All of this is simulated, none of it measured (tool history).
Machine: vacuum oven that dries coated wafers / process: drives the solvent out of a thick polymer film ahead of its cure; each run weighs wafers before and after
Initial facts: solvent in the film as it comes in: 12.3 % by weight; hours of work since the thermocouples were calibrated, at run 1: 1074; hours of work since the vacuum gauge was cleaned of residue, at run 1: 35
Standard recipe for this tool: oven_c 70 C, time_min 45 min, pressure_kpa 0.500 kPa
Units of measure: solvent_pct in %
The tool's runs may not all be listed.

| run | day | oven_c | time_min | pressure_kpa | hours of work since the thermocouples were calibrated | hours of work since the vacuum gauge was cleaned of residue | solvent_pct |
|---|---|---|---|---|---|---|---|
| 1 | 0.000 | 70 | 45 | 0.500 | 1074 | 35 | 0.57 |
| 2 | 0.542 | 70 | 45 | 0.500 | 1082 | 43 | 0.62 |
| 3 | 1.254 | 70 | 22 | 0.500 | 1092 | 53 | 2.15 |
| 4 | 1.662 | 70 | 45 | 0.500 | 1098 | 59 | 0.62 |
| 5 | 2.375 | 70 | 45 | 0.500 | 1108 | 69 | 0.63 |
| 6 | 3.225 | 70 | 45 | 0.500 | 1121 | 81 | 0.64 |
| 7 | 3.612 | 70 | 45 | 0.500 | 1126 | 87 | 0.65 |
| 8 | 4.300 | 60 | 57 | 1.188 | 1136 | 97 | 2.15 |
| 9 | 4.804 | 59 | 54 | 0.482 | 1144 | 104 | 2.01 |
|  | 4.967 | oven's thermocouples calibrated |
| 10 | 5.508 | 84 | 75 | 0.554 | 8 | 113 | 0.19 |
| 11 | 6.346 | 63 | 37 | 0.328 | 20 | 126 | 2.14 |
|  | 6.596 | oven's thermocouples calibrated, once more |
| 12 | 7.162 | 63 | 37 | 0.328 | 8 | 136 | 2.04 |
| 13 | 7.554 | 55 | 24 | 0.716 | 14 | 142 | 5.86 |

4 options for the next run, each taken on its own from the tool as it stands now. Forecast them:
| A | 8.383 | 61 | 30 | 0.452 | 26 | 154 | ? |
| B | 8.383 | 82 | 24 | 0.479 | 26 | 154 | ? |
| C | 8.383 | 77 | 29 | 0.887 | 26 | 154 | ? |
| D | 8.383 | 81 | 29 | 0.553 | 26 | 154 | ? |

| run | solvent_pct |
|---|---|
| A | 3.29 |
| B | 0.30 |
| C | 0.63 |
| D | 0.24 |
Had the tool no hidden state, the same runs would have come out as:
| run | solvent_pct |
|---|---|
| A | 3.29 |
| B | 0.30 |
| C | 0.62 |
| D | 0.23 |

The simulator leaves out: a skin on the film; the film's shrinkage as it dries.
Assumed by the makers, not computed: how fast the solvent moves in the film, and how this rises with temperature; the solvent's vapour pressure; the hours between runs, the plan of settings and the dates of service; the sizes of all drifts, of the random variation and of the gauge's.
